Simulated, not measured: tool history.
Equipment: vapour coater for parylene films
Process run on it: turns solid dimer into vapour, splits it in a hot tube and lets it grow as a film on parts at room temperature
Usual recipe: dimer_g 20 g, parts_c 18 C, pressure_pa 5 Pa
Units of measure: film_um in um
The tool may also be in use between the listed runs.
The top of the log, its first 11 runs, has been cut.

{"run": 12, "hour": 382.6, "dimer_g": 20, "parts_c": 18, "pressure_pa": 5, "film_um": 6.55}
{"run": 13, "hour": 410.5, "dimer_g": 20, "parts_c": 18, "pressure_pa": 5, "film_um": 6.54}
{"run": 14, "hour": 450.3, "dimer_g": 20, "parts_c": 18, "pressure_pa": 5, "film_um": 6.52}
{"run": 15, "hour": 489.1, "dimer_g": 20, "parts_c": 18, "pressure_pa": 5, "film_um": 6.49}
{"run": 16, "hour": 514.4, "dimer_g": 11, "parts_c": 14, "pressure_pa": 7.61, "film_um": 3.69}
{"run": 17, "hour": 561.1, "dimer_g": 9, "parts_c": 14, "pressure_pa": 2.11, "film_um": 3.65}
{"run": 18, "hour": 592.5, "dimer_g": 11, "parts_c": 14, "pressure_pa": 5.13, "film_um": 3.95}
{"run": 19, "hour": 618.9, "dimer_g": 17, "parts_c": 26, "pressure_pa": 3.76, "film_um": 4.7}
{"run": 20, "hour": 659.2, "dimer_g": 11, "parts_c": 12, "pressure_pa": 3.76, "film_um": 4.25}
{"run": 21, "hour": 691.0, "dimer_g": 20, "parts_c": 15, "pressure_pa": 4.27, "film_um": 7.05}
{"run": 22, "hour": 733.1, "dimer_g": 20, "parts_c": 24, "pressure_pa": 4.97, "film_um": 5.55}
{"run": 23, "hour": 766.9, "dimer_g": 20, "parts_c": 24, "pressure_pa": 4.97, "film_um": 5.55}
{"run": 24, "hour": 807.6, "dimer_g": 20, "parts_c": 24, "pressure_pa": 4.97, "film_um": 5.54}
{"run": 25, "hour": 838.5, "dimer_g": 20, "parts_c": 15, "pressure_pa": 4.62, "film_um": 6.94}
{"run": 26, "hour": 884.6, "dimer_g": 12, "parts_c": 19, "pressure_pa": 10.21, "film_um": 3.3}
{"run": 27, "hour": 925.0, "dimer_g": 26, "parts_c": 18, "pressure_pa": 5, "film_um": 8.22}
{"run": 28, "hour": 961.5, "dimer_g": 9, "parts_c": 18, "pressure_pa": 5, "film_um": 2.84}
{"run": 29, "hour": 993.0, "dimer_g": 9, "parts_c": 18, "pressure_pa": 5, "film_um": 2.78}
{"run": 30, "hour": 1018.4, "dimer_g": 9, "parts_c": 29, "pressure_pa": 2.48, "film_um": 2.44}

Alternative continuations, all from the tool just after run 30; predict every row:
{"run": "A", "hour": 1043.0, "dimer_g": 34, "parts_c": 24, "pressure_pa": 9.41, "film_um": "?"}
{"run": "B", "hour": 1043.0, "dimer_g": 12, "parts_c": 18, "pressure_pa": 5, "film_um": "?"}
{"run": "C", "hour": 1043.0, "dimer_g": 25, "parts_c": 12, "pressure_pa": 4.52, "film_um": "?"}
{"run": "D", "hour": 1043.0, "dimer_g": 25, "parts_c": 29, "pressure_pa": 3.51, "film_um": "?"}

run=A film_um=8.42
run=B film_um=3.77
run=C film_um=9.1
run=D film_um=6.36
Take away the tool's hidden state, keep each run's random variation, and the runs would have read:
run=A film_um=8.87
run=B film_um=3.98
run=C film_um=9.59
run=D film_um=6.7
